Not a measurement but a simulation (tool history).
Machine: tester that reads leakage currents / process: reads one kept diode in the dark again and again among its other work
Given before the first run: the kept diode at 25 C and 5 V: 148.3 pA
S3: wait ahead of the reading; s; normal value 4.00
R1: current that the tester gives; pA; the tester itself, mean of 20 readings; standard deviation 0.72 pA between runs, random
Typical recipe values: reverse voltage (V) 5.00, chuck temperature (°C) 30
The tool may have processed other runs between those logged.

Run 1, hour 0.0: usual settings. Result: R1 232.09 pA.
Run 2, hour 46.9: usual settings. Result: R1 230.19 pA.
Run 3, hour 128.1: usual settings. Result: R1 228.26 pA.
Run 4, hour 200.2: usual settings. Result: R1 226.60 pA.
Run 5, hour 249.9: usual settings but reverse voltage (V) 1.27. Result: R1 141.42 pA.
Run 6, hour 290.0: usual settings. Result: R1 226.33 pA.
Run 7, hour 350.2: usual settings but reverse voltage (V) 16.72, S3 0.70 s. Result: R1 353.75 pA.
Run 8, hour 401.9: usual settings but reverse voltage (V) 16.72, S3 0.70 s. Result: R1 354.52 pA.
Run 9, hour 438.0: usual settings but reverse voltage (V) 2.00, chuck temperature (°C) 45, S3 1.28 s. Result: R1 607.14 pA.

Run 10, settings as shown, results not yet in. Your forecast:
Run 10, hour 499.1: usual settings but chuck temperature (°C) 26, S3 0.83 s. Result: R1 ?.

{"run 10": {"R1": 155.44}}
With the hidden condition absent and the run-to-run variation left alone, this run would have shown R1 163.95 pA.
